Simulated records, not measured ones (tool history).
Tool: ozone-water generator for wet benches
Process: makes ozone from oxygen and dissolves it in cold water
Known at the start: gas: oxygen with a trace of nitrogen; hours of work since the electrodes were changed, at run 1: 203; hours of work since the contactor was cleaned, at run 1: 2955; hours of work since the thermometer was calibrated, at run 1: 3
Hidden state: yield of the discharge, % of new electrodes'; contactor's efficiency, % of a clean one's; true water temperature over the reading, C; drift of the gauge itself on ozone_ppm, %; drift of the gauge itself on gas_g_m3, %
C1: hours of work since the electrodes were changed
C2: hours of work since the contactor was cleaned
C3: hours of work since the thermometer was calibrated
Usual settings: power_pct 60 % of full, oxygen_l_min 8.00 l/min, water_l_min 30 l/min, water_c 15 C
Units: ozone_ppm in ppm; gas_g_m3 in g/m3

Run 1, hour 0.0: usual settings; C1 203; C2 2955; C3 3. Result: ozone_ppm 16.4 ppm, gas_g_m3 191.4 g/m3.
Run 2, hour 54.9: usual settings; C1 253; C2 3005; C3 53. Result: ozone_ppm 16.5 ppm, gas_g_m3 191.3 g/m3.
Run 3, hour 93.8: usual settings but oxygen_l_min 6.86 l/min; C1 288; C2 3040; C3 88. Result: ozone_ppm 16.6 ppm, gas_g_m3 208.0 g/m3.
Run 4, hour 158.0: usual settings but oxygen_l_min 8.70 l/min; C1 346; C2 3098; C3 146. Result: ozone_ppm 16.3 ppm, gas_g_m3 181.5 g/m3.
Run 5, hour 196.7: usual settings but water_l_min 20 l/min; C1 381; C2 3133; C3 181. Result: ozone_ppm 23.2 ppm, gas_g_m3 192.0 g/m3.
Run 6, hour 238.5: usual settings; C1 419; C2 3171; C3 219. Result: ozone_ppm 16.8 ppm, gas_g_m3 192.9 g/m3.
Run 7, hour 267.5: usual settings; C1 445; C2 3197; C3 245. Result: ozone_ppm 16.3 ppm, gas_g_m3 191.0 g/m3.
Run 8, hour 315.2: usual settings but power_pct 49 % of full; C1 488; C2 3240; C3 288. Result: ozone_ppm 14.3 ppm, gas_g_m3 169.3 g/m3.
Run 9, hour 376.0: usual settings but power_pct 49 % of full; C1 543; C2 3295; C3 343. Result: ozone_ppm 14.4 ppm, gas_g_m3 168.0 g/m3.
Run 10, hour 424.3: usual settings but power_pct 49 % of full; C1 587; C2 3339; C3 387. Result: ozone_ppm 14.5 ppm, gas_g_m3 168.5 g/m3.
Run 11, hour 459.5: usual settings but power_pct 49 % of full; C1 619; C2 3371; C3 419. Result: ozone_ppm 14.4 ppm, gas_g_m3 166.1 g/m3.
Run 12, hour 491.7: usual settings but power_pct 71 % of full; C1 648; C2 3400; C3 448. Result: ozone_ppm 18.3 ppm, gas_g_m3 213.3 g/m3.
Run 13, hour 518.3: usual settings; C1 672; C2 3424; C3 472. Result: ozone_ppm 16.2 ppm, gas_g_m3 191.2 g/m3.
Run 14, hour 581.3: usual settings; C1 729; C2 3481; C3 529. Result: ozone_ppm 16.4 ppm, gas_g_m3 191.6 g/m3.
Run 15, hour 641.5: usual settings; C1 784; C2 3536; C3 583. Result: ozone_ppm 16.5 ppm, gas_g_m3 188.2 g/m3.
Run 16, hour 703.6: usual settings but water_l_min 32 l/min; C1 840; C2 3592; C3 639. Result: ozone_ppm 15.3 ppm, gas_g_m3 191.2 g/m3.
Run 17, hour 736.5: usual settings but water_l_min 32 l/min; C1 870; C2 3622; C3 669. Result: ozone_ppm 15.3 ppm, gas_g_m3 190.5 g/m3.
Run 18, hour 771.6: usual settings but power_pct 84 % of full; C1 901; C2 3653; C3 701. Result: ozone_ppm 20.3 ppm, gas_g_m3 232.4 g/m3.
Run 19, hour 824.7: usual settings but power_pct 84 % of full; C1 949; C2 3701; C3 749. Result: ozone_ppm 20.3 ppm, gas_g_m3 234.4 g/m3.
Run 20, hour 878.4: usual settings but power_pct 84 % of full; C1 998; C2 3750; C3 798. Result: ozone_ppm 19.9 ppm, gas_g_m3 233.9 g/m3.
Run 21, hour 939.1: usual settings but power_pct 84 % of full, water_c 10 C; C1 1053; C2 3805; C3 853. Result: ozone_ppm 21.6 ppm, gas_g_m3 234.4 g/m3.
Run 22, hour 994.4: usual settings but power_pct 49 % of full, water_l_min 20 l/min, water_c 17 C; C1 1103; C2 3855; C3 903. Result: ozone_ppm 19.6 ppm, gas_g_m3 167.8 g/m3.
Run 23, hour 1056.6: usual settings but power_pct 49 % of full, water_l_min 20 l/min, water_c 17 C; C1 1159; C2 3911; C3 959. Result: ozone_ppm 19.5 ppm, gas_g_m3 167.3 g/m3.
Run 24, hour 1097.3: usual settings but power_pct 86 % of full, oxygen_l_min 7.75 l/min, water_l_min 24 l/min, water_c 10 C; C1 1196; C2 3948; C3 996. Result: ozone_ppm 26.5 ppm, gas_g_m3 240.4 g/m3.
Run 25, hour 1155.6: usual settings but power_pct 86 % of full, oxygen_l_min 6.09 l/min, water_l_min 33 l/min, water_c 10 C; C1 1249; C2 4001; C3 1048. Result: ozone_ppm 19.4 ppm, gas_g_m3 281.3 g/m3.
Run 26, hour 1202.1: usual settings but power_pct 91 % of full, oxygen_l_min 5.72 l/min, water_l_min 39 l/min, water_c 16 C; C1 1291; C2 4043; C3 1091. Result: ozone_ppm 16.0 ppm, gas_g_m3 302.7 g/m3.
Run 27, hour 1238.7: usual settings but power_pct 91 % of full, oxygen_l_min 5.72 l/min, water_l_min 34 l/min, water_c 16 C; C1 1324; C2 4076; C3 1124. Result: ozone_ppm 18.2 ppm, gas_g_m3 300.8 g/m3.
Run 28, hour 1296.9: usual settings but power_pct 91 % of full, oxygen_l_min 5.47 l/min, water_l_min 22 l/min, water_c 9 C; C1 1377; C2 4129; C3 1176. Result: ozone_ppm 30.5 ppm, gas_g_m3 311.7 g/m3.
Run 29, hour 1349.0: usual settings but power_pct 91 % of full, oxygen_l_min 5.47 l/min, water_l_min 22 l/min, water_c 9 C; C1 1424; C2 4176; C3 1224. Result: ozone_ppm 30.4 ppm, gas_g_m3 310.5 g/m3.
Run 30, hour 1391.6: usual settings but power_pct 78 % of full, oxygen_l_min 5.24 l/min, water_l_min 45 l/min, water_c 11 C; C1 1462; C2 4214; C3 1262. Result: ozone_ppm 12.7 ppm, gas_g_m3 287.5 g/m3.
Run 31, hour 1444.9: usual settings but power_pct 59 % of full, oxygen_l_min 4.61 l/min, water_l_min 43 l/min, water_c 17 C; C1 1510; C2 4263; C3 1310. Result: ozone_ppm 10.3 ppm, gas_g_m3 259.7 g/m3.
Run 32, hour 1489.9: usual settings but power_pct 62 % of full, oxygen_l_min 14.08 l/min, water_l_min 41 l/min, water_c 14 C; C1 1551; C2 4303; C3 1351. Result: ozone_ppm 12.0 ppm, gas_g_m3 136.6 g/m3.

Measured less the same run without the tool's hidden state. The same run-to-run variation is in both; the gauge's scatter may not be:
run  ozone_ppm  gas_g_m3
  1       -0.7      +0.1
  2       -0.6      +0.0
  3       -0.7      -0.1
  4       -0.8      -0.2
  5       -0.9      -0.3
  6       -0.7      -0.3
  7       -0.8      -0.3
  8       -0.7      -0.3
  9       -0.7      -0.4
 10       -0.7      -0.5
 11       -0.8      -0.5
 12       -1.0      -0.9
 13       -0.8      -0.8
 14       -0.9      -0.9
 15       -0.9      -1.0
 16       -0.9      -1.1
 17       -0.9      -1.1
 18       -1.2      -1.9
 19       -1.3      -2.1
 20       -1.3      -2.3
 21       -1.4      -2.4
 22       -1.1      -1.2
 23       -1.1      -1.4
 24       -1.8      -2.9
 25       -1.4      -3.6
 26       -1.2      -4.3
 27       -1.3      -4.4
 28       -2.2      -4.8
 29       -2.1      -4.9
 30       -1.1      -4.3
 31       -0.9      -3.4
 32       -1.0      -1.9
